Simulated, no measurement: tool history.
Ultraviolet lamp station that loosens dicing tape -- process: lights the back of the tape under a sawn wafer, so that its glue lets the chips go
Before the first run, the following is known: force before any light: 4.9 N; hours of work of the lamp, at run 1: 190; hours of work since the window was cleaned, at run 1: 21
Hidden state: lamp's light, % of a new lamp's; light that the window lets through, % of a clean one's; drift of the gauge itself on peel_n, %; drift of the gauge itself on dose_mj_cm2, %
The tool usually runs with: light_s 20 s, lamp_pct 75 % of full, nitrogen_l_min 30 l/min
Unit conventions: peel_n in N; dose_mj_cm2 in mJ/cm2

| run | hour | light_s | lamp_pct | nitrogen_l_min | hours of work of the lamp | hours of work since the window was cleaned | peel_n | dose_mj_cm2 |
|---|---|---|---|---|---|---|---|---|
| 1 | 0 | 20 | 75 | 30 | 190 | 21 | 0.236 | 445 |
| 2 | 41.8 | 20 | 75 | 30 | 209 | 39 | 0.241 | 436 |
| 3 | 106.5 | 20 | 75 | 30 | 237 | 68 | 0.241 | 431 |
| 4 | 149.2 | 20 | 75 | 30 | 256 | 86 | 0.253 | 426 |
| 5 | 208.7 | 20 | 75 | 30 | 282 | 112 | 0.258 | 412 |
| 6 | 290.4 | 20 | 75 | 30 | 318 | 148 | 0.273 | 402 |
| 7 | 346.3 | 20 | 75 | 30 | 342 | 173 | 0.3 | 388 |
| 8 | 419.6 | 20 | 75 | 30 | 375 | 205 | 0.308 | 379 |
| 9 | 476.4 | 20 | 75 | 30 | 400 | 230 | 0.317 | 367 |
| 10 | 558 | 15 | 75 | 30 | 435 | 266 | 0.587 | 268 |
| 11 | 612.1 | 15 | 75 | 30 | 459 | 290 | 0.59 | 258 |
| 12 | 699 | 15 | 75 | 30 | 497 | 328 | 0.652 | 254 |
| 13 | 791 | 15 | 75 | 30 | 538 | 368 | 0.655 | 248 |
| 14 | 829.3 | 15 | 83 | 30 | 554 | 385 | 0.602 | 257 |
| 15 | 892.7 | 20 | 75 | 39 | 582 | 413 | 0.385 | 309 |
|  | 900.3 | window cleaned of glue's vapour |
| 16 | 953.9 | 20 | 75 | 30 | 609 | 24 | 0.516 | 286 |
| 17 | 997.8 | 10 | 75 | 45 | 628 | 43 | 1.314 | 142 |
| 18 | 1039.2 | 19 | 72 | 30 | 646 | 61 | 0.677 | 249 |
| 19 | 1077.3 | 23 | 72 | 23 | 663 | 78 | 0.553 | 298 |
|  | 1138 | lamp changed |
| 20 | 1145.3 | 20 | 75 | 31 | 3 | 107 | 0.286 | 382 |
|  | 1178.6 | window cleaned of glue's vapour, once more |
| 21 | 1226 | 18 | 85 | 13 | 38 | 21 | 0.333 | 491 |
| 22 | 1304.9 | 20 | 91 | 29 | 73 | 55 | 0.174 | 556 |
| 23 | 1343.9 | 37 | 75 | 30 | 90 | 73 | 0.147 | 848 |
| 24 | 1384.3 | 37 | 75 | 30 | 108 | 90 | 0.152 | 839 |
| 25 | 1445.3 | 20 | 75 | 11 | 135 | 117 | 0.462 | 440 |
| 26 | 1482.6 | 10 | 75 | 14 | 151 | 133 | 1.256 | 216 |
| 27 | 1529.7 | 27 | 60 | 30 | 172 | 154 | 0.216 | 461 |
| 28 | 1610 | 26 | 60 | 9 | 207 | 189 | 0.566 | 429 |
| 29 | 1654.9 | 11 | 75 | 25 | 227 | 209 | 0.906 | 221 |
| 30 | 1707.4 | 33 | 75 | 23 | 250 | 232 | 0.161 | 662 |
| 31 | 1795.7 | 32 | 75 | 30 | 289 | 271 | 0.155 | 611 |
| 32 | 1834.4 | 32 | 75 | 30 | 306 | 288 | 0.156 | 603 |

Consider 3 possible next runs. They are alternatives, not a sequence: every one starts from the tool as it was left by run 32. What does each give?
| A | 1872.7 | 20 | 75 | 9 | 322 | 305 | ? | ? |
| B | 1872.7 | 35 | 75 | 26 | 322 | 305 | ? | ? |
| C | 1872.7 | 32 | 75 | 25 | 322 | 305 | ? | ? |

| run | peel_n | dose_mj_cm2 |
|---|---|---|
| A | 0.709 | 370 |
| B | 0.168 | 647 |
| C | 0.173 | 597 |
Stripped of hidden state, with their random variation kept, the same runs would have yielded:
| run | peel_n | dose_mj_cm2 |
|---|---|---|
| A | 0.414 | 499 |
| B | 0.151 | 872 |
| C | 0.146 | 804 |

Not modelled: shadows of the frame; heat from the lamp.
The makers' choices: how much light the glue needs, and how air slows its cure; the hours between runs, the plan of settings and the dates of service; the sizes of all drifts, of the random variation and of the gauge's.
